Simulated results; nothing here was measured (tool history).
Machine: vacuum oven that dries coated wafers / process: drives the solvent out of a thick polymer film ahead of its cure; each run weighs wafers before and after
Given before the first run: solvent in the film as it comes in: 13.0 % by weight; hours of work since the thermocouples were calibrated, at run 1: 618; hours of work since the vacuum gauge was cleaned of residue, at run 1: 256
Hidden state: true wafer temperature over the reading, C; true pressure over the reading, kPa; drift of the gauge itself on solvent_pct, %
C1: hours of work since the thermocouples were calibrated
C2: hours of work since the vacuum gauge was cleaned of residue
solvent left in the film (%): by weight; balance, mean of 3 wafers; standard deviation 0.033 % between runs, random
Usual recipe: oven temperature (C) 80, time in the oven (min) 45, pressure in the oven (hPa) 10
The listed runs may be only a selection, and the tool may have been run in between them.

run 1 hour=0.0 | oven_temperature_(C)=80 time_in_the_oven_(min)=45 pressure_in_the_oven_(hPa)=10 | C1=618 C2=256 | solvent_left_in_the_film_(%)=2.86
run 2 hour=11.3 | oven_temperature_(C)=80 time_in_the_oven_(min)=45 pressure_in_the_oven_(hPa)=10 | C1=623 C2=261 | solvent_left_in_the_film_(%)=2.80
run 3 hour=21.8 | oven_temperature_(C)=80 time_in_the_oven_(min)=45 pressure_in_the_oven_(hPa)=10 | C1=627 C2=265 | solvent_left_in_the_film_(%)=2.79
run 4 hour=41.2 | oven_temperature_(C)=80 time_in_the_oven_(min)=45 pressure_in_the_oven_(hPa)=10 | C1=635 C2=273 | solvent_left_in_the_film_(%)=2.91
run 5 hour=53.3 | oven_temperature_(C)=80 time_in_the_oven_(min)=45 pressure_in_the_oven_(hPa)=10 | C1=640 C2=278 | solvent_left_in_the_film_(%)=2.85
run 6 hour=65.2 | oven_temperature_(C)=90 time_in_the_oven_(min)=45 pressure_in_the_oven_(hPa)=10 | C1=645 C2=283 | solvent_left_in_the_film_(%)=0.98
run 7 hour=75.7 | oven_temperature_(C)=90 time_in_the_oven_(min)=45 pressure_in_the_oven_(hPa)=10 | C1=650 C2=287 | solvent_left_in_the_film_(%)=0.97
run 8 hour=92.1 | oven_temperature_(C)=80 time_in_the_oven_(min)=38 pressure_in_the_oven_(hPa)=10 | C1=656 C2=294 | solvent_left_in_the_film_(%)=3.42
run 9 hour=109.8 | oven_temperature_(C)=80 time_in_the_oven_(min)=38 pressure_in_the_oven_(hPa)=10 | C1=664 C2=301 | solvent_left_in_the_film_(%)=3.43
run 10 hour=123.5 | oven_temperature_(C)=85 time_in_the_oven_(min)=45 pressure_in_the_oven_(hPa)=10 | C1=669 C2=307 | solvent_left_in_the_film_(%)=1.80
-- hour=126.1 vacuum gauge cleaned of residue and calibrated
run 11 hour=140.9 | oven_temperature_(C)=85 time_in_the_oven_(min)=45 pressure_in_the_oven_(hPa)=10 | C1=676 C2=6 | solvent_left_in_the_film_(%)=1.81
run 12 hour=153.3 | oven_temperature_(C)=85 time_in_the_oven_(min)=45 pressure_in_the_oven_(hPa)=10 | C1=681 C2=11 | solvent_left_in_the_film_(%)=1.74
run 13 hour=171.0 | oven_temperature_(C)=85 time_in_the_oven_(min)=45 pressure_in_the_oven_(hPa)=10 | C1=688 C2=18 | solvent_left_in_the_film_(%)=1.75
-- hour=177.7 vacuum gauge cleaned of residue and calibrated, once more
run 14 hour=182.5 | oven_temperature_(C)=85 time_in_the_oven_(min)=45 pressure_in_the_oven_(hPa)=10 | C1=692 C2=2 | solvent_left_in_the_film_(%)=1.78
run 15 hour=204.3 | oven_temperature_(C)=82 time_in_the_oven_(min)=45 pressure_in_the_oven_(hPa)=10 | C1=701 C2=11 | solvent_left_in_the_film_(%)=2.39
run 16 hour=222.6 | oven_temperature_(C)=80 time_in_the_oven_(min)=26 pressure_in_the_oven_(hPa)=10 | C1=709 C2=18 | solvent_left_in_the_film_(%)=4.84
run 17 hour=236.0 | oven_temperature_(C)=80 time_in_the_oven_(min)=26 pressure_in_the_oven_(hPa)=10 | C1=714 C2=24 | solvent_left_in_the_film_(%)=4.91

Run 18 has not been measured yet. What should we expect?
run 18 hour=248.6 | oven_temperature_(C)=80 time_in_the_oven_(min)=26 pressure_in_the_oven_(hPa)=10 | C1=720 C2=29 | solvent_left_in_the_film_(%)=?

solvent left in the film (%): 4.84
With no hidden state in the tool, this same run would have given solvent left in the film (%) 4.67.
